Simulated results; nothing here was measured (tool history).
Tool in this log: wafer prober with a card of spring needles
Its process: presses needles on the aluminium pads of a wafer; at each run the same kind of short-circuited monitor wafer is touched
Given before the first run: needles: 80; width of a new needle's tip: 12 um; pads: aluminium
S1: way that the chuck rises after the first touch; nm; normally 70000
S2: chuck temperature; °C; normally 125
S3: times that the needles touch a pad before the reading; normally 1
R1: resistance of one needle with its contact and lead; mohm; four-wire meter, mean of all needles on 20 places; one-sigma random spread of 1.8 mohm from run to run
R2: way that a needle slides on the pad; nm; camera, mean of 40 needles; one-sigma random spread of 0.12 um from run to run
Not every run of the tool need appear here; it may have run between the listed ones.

run 1 hour=0 | S1=70000 S2=125 S3=1 | R1=182 R2=13520
run 2 hour=31 | S1=70000 S2=125 S3=1 | R1=180 R2=13610
run 3 hour=57.7 | S1=70000 S2=125 S3=1 | R1=181 R2=13510
run 4 hour=84.3 | S1=87000 S2=125 S3=1 | R1=178 R2=16970
run 5 hour=114.8 | S1=70000 S2=125 S3=1 | R1=184 R2=13550
run 6 hour=149 | S1=70000 S2=125 S3=1 | R1=183 R2=13340
run 7 hour=185.1 | S1=70000 S2=125 S3=1 | R1=181 R2=13550
run 8 hour=224.8 | S1=70000 S2=125 S3=2 | R1=181 R2=13530
run 9 hour=260.4 | S1=70000 S2=125 S3=2 | R1=181 R2=13640
run 10 hour=285.3 | S1=70000 S2=125 S3=2 | R1=183 R2=13540
run 11 hour=305.7 | S1=70000 S2=125 S3=1 | R1=184 R2=13530
run 12 hour=330.1 | S1=70000 S2=125 S3=1 | R1=184 R2=13590
run 13 hour=371 | S1=70000 S2=125 S3=1 | R1=181 R2=13560
run 14 hour=401.9 | S1=50000 S2=125 S3=1 | R1=187 R2=9740
run 15 hour=438.9 | S1=70000 S2=53 S3=2 | R1=171 R2=13750
run 16 hour=460.3 | S1=76000 S2=54 S3=1 | R1=168 R2=14700
run 17 hour=480.4 | S1=76000 S2=54 S3=1 | R1=167 R2=14750
run 18 hour=499.7 | S1=77000 S2=125 S3=2 | R1=183 R2=14980
run 19 hour=535 | S1=51000 S2=66 S3=2 | R1=177 R2=9840
run 20 hour=569.6 | S1=51000 S2=66 S3=2 | R1=176 R2=9980
run 21 hour=611.9 | S1=82000 S2=27 S3=1 | R1=164 R2=16040
run 22 hour=632.6 | S1=82000 S2=92 S3=1 | R1=173 R2=15770
run 23 hour=668.6 | S1=70000 S2=38 S3=2 | R1=164 R2=13660
run 24 hour=691.1 | S1=70000 S2=26 S3=1 | R1=165 R2=13350
run 25 hour=731 | S1=79000 S2=67 S3=1 | R1=169 R2=15490
run 26 hour=762 | S1=79000 S2=67 S3=1 | R1=174 R2=15430
run 27 hour=794.2 | S1=72000 S2=59 S3=2 | R1=169 R2=13780
run 28 hour=827.5 | S1=72000 S2=59 S3=2 | R1=169 R2=13980

Withheld: 67 entries from between the runs. Position of each, and hidden state at the listed run before versus the listed run after:
After run 1, before run 2: tips cleaned on abrasive film (hour 12.7); tips cleaned on abrasive film (hour 25.5)
  debris on the tips, nm: 0 -> 0.2
After run 2, before run 3: tips cleaned on abrasive film (hour 38.2); tips cleaned on abrasive film (hour 51.5)
  no difference in the tool's unlogged condition between these two runs
After run 3, before run 4: tips cleaned on abrasive film (hour 63.3); tips cleaned on abrasive film (hour 76.6)
  debris on the tips, nm: 0.2 -> 0.3
After run 4, before run 5: tips cleaned on abrasive film (hour 89); tips cleaned on abrasive film (hour 102.6); tips cleaned on abrasive film (hour 114.8)
  debris on the tips, nm: 0.3 -> 0
After run 5, before run 6: tips cleaned on abrasive film (hour 128); tips cleaned on abrasive film (hour 140.5)
  debris on the tips, nm: 0 -> 0.3
After run 6, before run 7: tips cleaned on abrasive film (hour 151.8); tips cleaned on abrasive film (hour 164.9); tips cleaned on abrasive film (hour 178.6)
  debris on the tips, nm: 0.3 -> 0.2
After run 7, before run 8: tips cleaned on abrasive film (hour 189.9); tips cleaned on abrasive film (hour 202.5); tips cleaned on abrasive film (hour 215.3)
  debris on the tips, nm: 0.2 -> 0.3
After run 8, before run 9: tips cleaned on abrasive film (hour 226.8); tips cleaned on abrasive film (hour 237.9); tips cleaned on abrasive film (hour 251.1)
  way that the needles fall short of the set height, um: 0.01 -> 0.02; tips' diameter, um: 12 -> 12.01
After run 9, before run 10: tips cleaned on abrasive film (hour 263.2); tips cleaned on abrasive film (hour 276.1)
  debris on the tips, nm: 0.3 -> 0.4
After run 10, before run 11: tips cleaned on abrasive film (hour 288.1); tips cleaned on abrasive film (hour 301.3)
  debris on the tips, nm: 0.4 -> 0.2
After run 11, before run 12: tips cleaned on abrasive film (hour 312.8); tips cleaned on abrasive film (hour 324.9)
  no difference in the tool's unlogged condition between these two runs
After run 12, before run 13: tips cleaned on abrasive film (hour 337); tips cleaned on abrasive film (hour 350.7); tips cleaned on abrasive film (hour 364)
  debris on the tips, nm: 0.2 -> 0.3
After run 13, before run 14: tips cleaned on abrasive film (hour 376.5); height of the first contact set anew (hour 376.8); tips cleaned on abrasive film (hour 387.8); tips cleaned on abrasive film (hour 399.5)
  debris on the tips, nm: 0.3 -> 0.1; way that the needles fall short of the set height, um: 0.02 -> 0
After run 14, before run 15: tips cleaned on abrasive film (hour 412.9); tips cleaned on abrasive film (hour 425.1); tips cleaned on abrasive film (hour 436.1)
  no difference in the tool's unlogged condition between these two runs
After run 15, before run 16: tips cleaned on abrasive film (hour 449.7)
  debris on the tips, nm: 0.1 -> 0.4
After run 16, before run 17: tips cleaned on abrasive film (hour 463.2); tips cleaned on abrasive film (hour 475.8)
  debris on the tips, nm: 0.4 -> 0.2
After run 17, before run 18: tips cleaned on abrasive film (hour 488); tips cleaned on abrasive film (hour 499.7)
  debris on the tips, nm: 0.2 -> 0; way that the needles fall short of the set height, um: 0 -> 0.01
After run 18, before run 19: tips cleaned on abrasive film (hour 512.4); tips cleaned on abrasive film (hour 525.1)
  debris on the tips, nm: 0 -> 0.3
After run 19, before run 20: tips cleaned on abrasive film (hour 537.8); tips cleaned on abrasive film (hour 550.6); tips cleaned on abrasive film (hour 563.1)
  debris on the tips, nm: 0.3 -> 0.2
After run 20, before run 21: tips cleaned on abrasive film (hour 574.2); tips cleaned on abrasive film (hour 587.8); tips cleaned on abrasive film (hour 601.5)
  debris on the tips, nm: 0.2 -> 0.4
After run 21, before run 22: tips cleaned on abrasive film (hour 614.8); tips cleaned on abrasive film (hour 626.6)
  debris on the tips, nm: 0.4 -> 0.2
After run 22, before run 23: tips cleaned on abrasive film (hour 638.2); tips cleaned on abrasive film (hour 651.5); tips cleaned on abrasive film (hour 664.9)
  no difference in the tool's unlogged condition between these two runs
After run 23, before run 24: tips cleaned on abrasive film (hour 676); tips cleaned on abrasive film (hour 687)
  no difference in the tool's unlogged condition between these two runs
After run 24, before run 25: tips cleaned on abrasive film (hour 700.5); tips cleaned on abrasive film (hour 713); tips cleaned on abrasive film (hour 725.5)
  no difference in the tool's unlogged condition between these two runs
After run 25, before run 26: tips cleaned on abrasive film (hour 738.1); tips cleaned on abrasive film (hour 749.1); tips cleaned on abrasive film (hour 762)
  debris on the tips, nm: 0.2 -> 0; way that the needles fall short of the set height, um: 0.01 -> 0.02
After run 26, before run 27: tips cleaned on abrasive film (hour 774.2); tips cleaned on abrasive film (hour 786.6)
  debris on the tips, nm: 0 -> 0.3
After run 27, before run 28: tips cleaned on abrasive film (hour 799.6); tips cleaned on abrasive film (hour 812.2); tips cleaned on abrasive film (hour 825.2)
  debris on the tips, nm: 0.3 -> 0.1
